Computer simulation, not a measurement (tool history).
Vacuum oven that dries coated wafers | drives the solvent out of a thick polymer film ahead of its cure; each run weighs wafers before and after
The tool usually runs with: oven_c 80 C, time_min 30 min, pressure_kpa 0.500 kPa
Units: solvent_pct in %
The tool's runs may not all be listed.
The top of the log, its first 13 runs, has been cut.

run 14 hour=139.6 | oven_c=80 time_min=30 pressure_kpa=0.252 | solvent_pct=1.46
run 15 hour=150.3 | oven_c=80 time_min=30 pressure_kpa=0.252 | solvent_pct=1.50
run 16 hour=157.2 | oven_c=80 time_min=30 pressure_kpa=0.252 | solvent_pct=1.42
run 17 hour=163.5 | oven_c=80 time_min=30 pressure_kpa=0.466 | solvent_pct=1.91
run 18 hour=175.7 | oven_c=80 time_min=49 pressure_kpa=0.500 | solvent_pct=1.39
run 19 hour=182.2 | oven_c=71 time_min=30 pressure_kpa=0.500 | solvent_pct=4.12
run 20 hour=195.1 | oven_c=70 time_min=30 pressure_kpa=0.500 | solvent_pct=4.30
run 21 hour=204.8 | oven_c=70 time_min=30 pressure_kpa=0.500 | solvent_pct=4.28
run 22 hour=213.7 | oven_c=70 time_min=30 pressure_kpa=0.500 | solvent_pct=4.34
run 23 hour=225.8 | oven_c=70 time_min=30 pressure_kpa=0.500 | solvent_pct=4.21
run 24 hour=240.0 | oven_c=70 time_min=30 pressure_kpa=0.500 | solvent_pct=4.33
run 25 hour=250.4 | oven_c=70 time_min=30 pressure_kpa=0.500 | solvent_pct=4.38

Predict the results of run 26:
-- hour=253.5 oven's thermocouples calibrated
run 26 hour=260.2 | oven_c=89 time_min=22 pressure_kpa=0.500 | solvent_pct=?

Run 26 produced solvent_pct 1.55 %.
Were there no unlogged condition in the tool, this run, its random variation unchanged, would have produced solvent_pct 1.20 %.
